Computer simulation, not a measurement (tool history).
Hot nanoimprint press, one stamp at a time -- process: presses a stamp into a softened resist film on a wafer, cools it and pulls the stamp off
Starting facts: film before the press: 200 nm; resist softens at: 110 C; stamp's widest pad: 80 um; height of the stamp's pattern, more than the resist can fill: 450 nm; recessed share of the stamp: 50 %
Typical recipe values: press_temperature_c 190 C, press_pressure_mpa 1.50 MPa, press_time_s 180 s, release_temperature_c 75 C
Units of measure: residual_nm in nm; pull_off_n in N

| run | hour | press_temperature_c | press_pressure_mpa | press_time_s | release_temperature_c | residual_nm | pull_off_n |
|---|---|---|---|---|---|---|---|
| 1 | 0.0 | 190 | 1.50 | 180 | 75 | 106.2 | 250 |
| 2 | 8.3 | 190 | 2.40 | 180 | 75 | 88.4 | 248 |
| 3 | 15.2 | 190 | 2.40 | 180 | 75 | 88.5 | 250 |
| 4 | 22.2 | 190 | 2.40 | 180 | 75 | 88.1 | 249 |
| 5 | 29.8 | 190 | 2.40 | 180 | 75 | 88.5 | 241 |
|  | 42.4 | stamp cleaned and given a new release coat |
| 6 | 42.4 | 190 | 2.40 | 180 | 75 | 89.1 | 177 |
| 7 | 50.9 | 190 | 2.40 | 180 | 75 | 88.8 | 178 |
| 8 | 62.5 | 190 | 2.40 | 180 | 75 | 88.1 | 178 |
| 9 | 69.8 | 190 | 0.97 | 180 | 75 | 124.6 | 176 |
| 10 | 79.1 | 190 | 0.97 | 180 | 75 | 123.8 | 188 |
| 11 | 85.3 | 196 | 0.97 | 145 | 75 | 105.4 | 181 |
| 12 | 94.3 | 186 | 0.97 | 145 | 71 | 148.2 | 206 |
| 13 | 99.9 | 186 | 0.97 | 145 | 71 | 148.1 | 205 |
| 14 | 108.3 | 179 | 0.94 | 272 | 70 | 159.1 | 203 |
| 15 | 117.8 | 179 | 0.94 | 347 | 70 | 150.2 | 205 |
|  | 125.9 | plate thermocouple calibrated |
| 16 | 131.2 | 192 | 1.14 | 239 | 65 | 105.1 | 230 |
| 17 | 140.6 | 199 | 1.50 | 180 | 69 | 76.5 | 217 |
| 18 | 150.7 | 189 | 1.50 | 198 | 75 | 114.2 | 200 |
| 19 | 162.5 | 178 | 1.50 | 130 | 75 | 172.6 | 195 |

Alternative continuations, all from the tool just after run 19; predict every row:
| A | 169.2 | 178 | 1.50 | 130 | 82 | ? | ? |
| B | 169.2 | 187 | 1.50 | 116 | 66 | ? | ? |
| C | 169.2 | 200 | 1.50 | 337 | 75 | ? | ? |
| D | 169.2 | 181 | 1.78 | 180 | 72 | ? | ? |
| E | 169.2 | 181 | 1.50 | 180 | 62 | ? | ? |

| run | residual_nm | pull_off_n |
|---|---|---|
| A | 173.7 | 180 |
| B | 142.5 | 232 |
| C | 55.3 | 202 |
| D | 147.3 | 213 |
| E | 153.3 | 245 |
What these runs would have given with no unlogged condition in the tool:
| run | residual_nm | pull_off_n |
|---|---|---|
| A | 173.7 | 162 |
| B | 142.6 | 208 |
| C | 55.3 | 182 |
| D | 147.4 | 191 |
| E | 153.4 | 220 |
